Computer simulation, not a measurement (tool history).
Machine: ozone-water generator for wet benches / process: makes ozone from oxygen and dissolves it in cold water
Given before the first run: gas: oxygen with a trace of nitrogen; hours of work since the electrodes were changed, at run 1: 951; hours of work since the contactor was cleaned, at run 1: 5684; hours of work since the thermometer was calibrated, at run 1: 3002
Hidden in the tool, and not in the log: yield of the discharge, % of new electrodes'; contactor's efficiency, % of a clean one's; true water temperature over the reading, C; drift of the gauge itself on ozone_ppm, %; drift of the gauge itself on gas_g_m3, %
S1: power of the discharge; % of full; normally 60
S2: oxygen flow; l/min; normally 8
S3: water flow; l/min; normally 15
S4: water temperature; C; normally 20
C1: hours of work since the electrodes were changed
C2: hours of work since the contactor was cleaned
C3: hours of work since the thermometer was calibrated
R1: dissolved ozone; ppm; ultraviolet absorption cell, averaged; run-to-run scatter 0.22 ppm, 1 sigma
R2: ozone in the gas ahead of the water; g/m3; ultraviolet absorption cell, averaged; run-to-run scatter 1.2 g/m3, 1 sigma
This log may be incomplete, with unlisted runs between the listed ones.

{"run": 1, "hour": 0.0, "S1": 60, "S2": 8, "S3": 15, "S4": 20, "C1": 951, "C2": 5684, "C3": 3002, "R1": 29.9, "R2": 214.7}
{"run": 2, "hour": 66.6, "S1": 60, "S2": 8, "S3": 15, "S4": 20, "C1": 1006, "C2": 5739, "C3": 3057, "R1": 29.8, "R2": 213.6}
{"run": 3, "hour": 143.6, "S1": 60, "S2": 8, "S3": 15, "S4": 20, "C1": 1070, "C2": 5803, "C3": 3121, "R1": 29.7, "R2": 212.3}
{"run": 4, "hour": 207.4, "S1": 60, "S2": 8, "S3": 15, "S4": 20, "C1": 1122, "C2": 5856, "C3": 3174, "R1": 29.7, "R2": 213.6}
{"run": 5, "hour": 273.7, "S1": 60, "S2": 8, "S3": 15, "S4": 20, "C1": 1177, "C2": 5911, "C3": 3229, "R1": 29.8, "R2": 212.3}
{"run": 6, "hour": 348.0, "S1": 60, "S2": 8, "S3": 15, "S4": 20, "C1": 1239, "C2": 5973, "C3": 3290, "R1": 29.5, "R2": 213.5}
{"run": 7, "hour": 401.8, "S1": 60, "S2": 8, "S3": 15, "S4": 20, "C1": 1283, "C2": 6017, "C3": 3335, "R1": 29.5, "R2": 213.7}
{"run": 8, "hour": 473.3, "S1": 93, "S2": 8, "S3": 15, "S4": 20, "C1": 1343, "C2": 6076, "C3": 3394, "R1": 41.6, "R2": 298.6}
{"run": 9, "hour": 509.3, "S1": 93, "S2": 6.27, "S3": 15, "S4": 20, "C1": 1372, "C2": 6106, "C3": 3424, "R1": 43.4, "R2": 345.8}
{"run": 10, "hour": 569.3, "S1": 93, "S2": 6.27, "S3": 15, "S4": 20, "C1": 1422, "C2": 6156, "C3": 3473, "R1": 43.2, "R2": 345.5}
{"hour": 580.5, "done": "contactor cleaned"}
{"run": 11, "hour": 633.4, "S1": 60, "S2": 4.01, "S3": 15, "S4": 20, "C1": 1472, "C2": 44, "C3": 3523, "R1": 30.9, "R2": 325.3}
{"run": 12, "hour": 684.1, "S1": 60, "S2": 4.01, "S3": 15, "S4": 20, "C1": 1514, "C2": 86, "C3": 3565, "R1": 30.7, "R2": 320.6}
{"run": 13, "hour": 742.1, "S1": 60, "S2": 4.01, "S3": 21, "S4": 20, "C1": 1562, "C2": 134, "C3": 3613, "R1": 23.6, "R2": 326.2}
{"run": 14, "hour": 816.8, "S1": 95, "S2": 4.01, "S3": 21, "S4": 20, "C1": 1624, "C2": 196, "C3": 3675, "R1": 33.5, "R2": 463.1}
{"hour": 872.1, "done": "contactor cleaned, once more"}
{"run": 15, "hour": 878.8, "S1": 60, "S2": 8, "S3": 15, "S4": 25, "C1": 1672, "C2": 5, "C3": 3723, "R1": 28.5, "R2": 211.2}
{"run": 16, "hour": 923.3, "S1": 60, "S2": 8, "S3": 15, "S4": 25, "C1": 1708, "C2": 42, "C3": 3760, "R1": 28.3, "R2": 214.7}
{"run": 17, "hour": 975.6, "S1": 60, "S2": 8, "S3": 15, "S4": 25, "C1": 1752, "C2": 86, "C3": 3803, "R1": 28.1, "R2": 211.6}
{"run": 18, "hour": 1034.8, "S1": 60, "S2": 8, "S3": 15, "S4": 25, "C1": 1801, "C2": 135, "C3": 3852, "R1": 28, "R2": 211.5}
{"run": 19, "hour": 1106.9, "S1": 60, "S2": 8, "S3": 15, "S4": 25, "C1": 1861, "C2": 194, "C3": 3912, "R1": 27.8, "R2": 212.3}
{"run": 20, "hour": 1160.7, "S1": 95, "S2": 4.02, "S3": 15, "S4": 19, "C1": 1905, "C2": 239, "C3": 3957, "R1": 51.3, "R2": 458.4}
{"run": 21, "hour": 1224.8, "S1": 95, "S2": 4.07, "S3": 15, "S4": 19, "C1": 1958, "C2": 292, "C3": 4010, "R1": 51, "R2": 452.8}
{"run": 22, "hour": 1267.5, "S1": 96, "S2": 4.32, "S3": 15, "S4": 17, "C1": 1994, "C2": 327, "C3": 4045, "R1": 52.1, "R2": 437.9}
{"run": 23, "hour": 1303.7, "S1": 92, "S2": 8.14, "S3": 15, "S4": 20, "C1": 2023, "C2": 357, "C3": 4075, "R1": 43.2, "R2": 289.8}
{"run": 24, "hour": 1377.5, "S1": 69, "S2": 8.14, "S3": 15, "S4": 20, "C1": 2085, "C2": 418, "C3": 4136, "R1": 34.7, "R2": 229.8}
{"run": 25, "hour": 1444.8, "S1": 69, "S2": 9.1, "S3": 14, "S4": 15, "C1": 2140, "C2": 474, "C3": 4192, "R1": 38.5, "R2": 215.6}
{"run": 26, "hour": 1515.5, "S1": 69, "S2": 9.1, "S3": 19, "S4": 15, "C1": 2199, "C2": 533, "C3": 4250, "R1": 32.1, "R2": 215}
{"run": 27, "hour": 1558.2, "S1": 69, "S2": 9.1, "S3": 19, "S4": 15, "C1": 2234, "C2": 568, "C3": 4286, "R1": 32.2, "R2": 215.7}
{"run": 28, "hour": 1624.4, "S1": 97, "S2": 8, "S3": 12, "S4": 20, "C1": 2289, "C2": 623, "C3": 4340, "R1": 50.1, "R2": 304.2}
{"run": 29, "hour": 1662.5, "S1": 62, "S2": 8, "S3": 10, "S4": 20, "C1": 2321, "C2": 654, "C3": 4372, "R1": 38.7, "R2": 213.9}
{"run": 30, "hour": 1714.2, "S1": 62, "S2": 8, "S3": 10, "S4": 20, "C1": 2363, "C2": 697, "C3": 4415, "R1": 38.7, "R2": 212.2}
{"run": 31, "hour": 1773.0, "S1": 60, "S2": 4.93, "S3": 16, "S4": 20, "C1": 2412, "C2": 746, "C3": 4463, "R1": 32.4, "R2": 279.5}
{"run": 32, "hour": 1824.0, "S1": 46, "S2": 6.27, "S3": 13, "S4": 15, "C1": 2454, "C2": 788, "C3": 4506, "R1": 32.2, "R2": 198.3}

Consider 3 possible next runs. They are alternatives, not a sequence: every one starts from the tool as it was left by run 32. What does each give?
{"run": "A", "hour": 1864.1, "S1": 60, "S2": 8, "S3": 15, "S4": 19, "C1": 2487, "C2": 821, "C3": 4539, "R1": "?", "R2": "?"}
{"run": "B", "hour": 1864.1, "S1": 60, "S2": 4.22, "S3": 15, "S4": 21, "C1": 2487, "C2": 821, "C3": 4539, "R1": "?", "R2": "?"}
{"run": "C", "hour": 1864.1, "S1": 61, "S2": 6.27, "S3": 13, "S4": 15, "C1": 2487, "C2": 821, "C3": 4539, "R1": "?", "R2": "?"}

run=A R1=31.5 R2=207.9
run=B R1=33.8 R2=307.5
run=C R1=39.3 R2=244
Without the tool's unlogged condition, the same runs would have read:
run=A R1=33.1 R2=215.4
run=B R1=35.5 R2=318.6
run=C R1=41.3 R2=253

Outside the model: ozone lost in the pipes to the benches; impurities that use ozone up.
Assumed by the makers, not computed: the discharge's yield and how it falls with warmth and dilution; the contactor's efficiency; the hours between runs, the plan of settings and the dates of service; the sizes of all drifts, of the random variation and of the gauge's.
